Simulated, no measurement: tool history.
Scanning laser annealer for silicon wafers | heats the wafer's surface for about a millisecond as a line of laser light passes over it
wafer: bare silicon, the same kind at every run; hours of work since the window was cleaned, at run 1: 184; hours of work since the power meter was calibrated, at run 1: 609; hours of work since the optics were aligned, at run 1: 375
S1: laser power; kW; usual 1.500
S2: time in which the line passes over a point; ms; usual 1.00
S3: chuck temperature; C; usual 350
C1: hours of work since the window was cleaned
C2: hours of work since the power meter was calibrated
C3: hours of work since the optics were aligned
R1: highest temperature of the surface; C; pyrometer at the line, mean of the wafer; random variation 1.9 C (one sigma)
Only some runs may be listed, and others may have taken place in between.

run	hour	S1	S2	S3	C1	C2	C3	R1
1	0.0	1.500	1.00	350	184	609	375	1136
2	16.8	1.500	1.00	350	191	616	382	1135
3	42.4	1.500	1.00	350	202	626	393	1134
4	64.8	1.500	0.86	350	211	635	402	1066
5	87.8	1.500	1.00	314	220	645	411	1098
6	107.7	1.500	1.00	350	228	653	419	1136
7	144.5	1.441	1.00	323	243	668	434	1072
8	178.0	1.471	0.77	350	257	681	448	1005
9	205.5	1.497	1.18	324	268	693	459	1182
10	236.1	1.584	1.13	365	280	705	471	1249
11	268.5	1.584	1.13	365	294	718	484	1253
12	293.3	1.584	1.13	365	304	728	495	1252

Forecast each of these 3 alternatives for the next run:
A	318.3	1.500	1.09	385	314	738	505	?
B	318.3	1.442	0.85	365	314	738	505	?
C	318.3	1.501	1.23	354	314	738	505	?

run	R1
A	1201
B	1040
C	1235
With the hidden condition removed and each run's random variation left untouched, the same runs would have given:
run	R1
A	1225
B	1060
C	1260
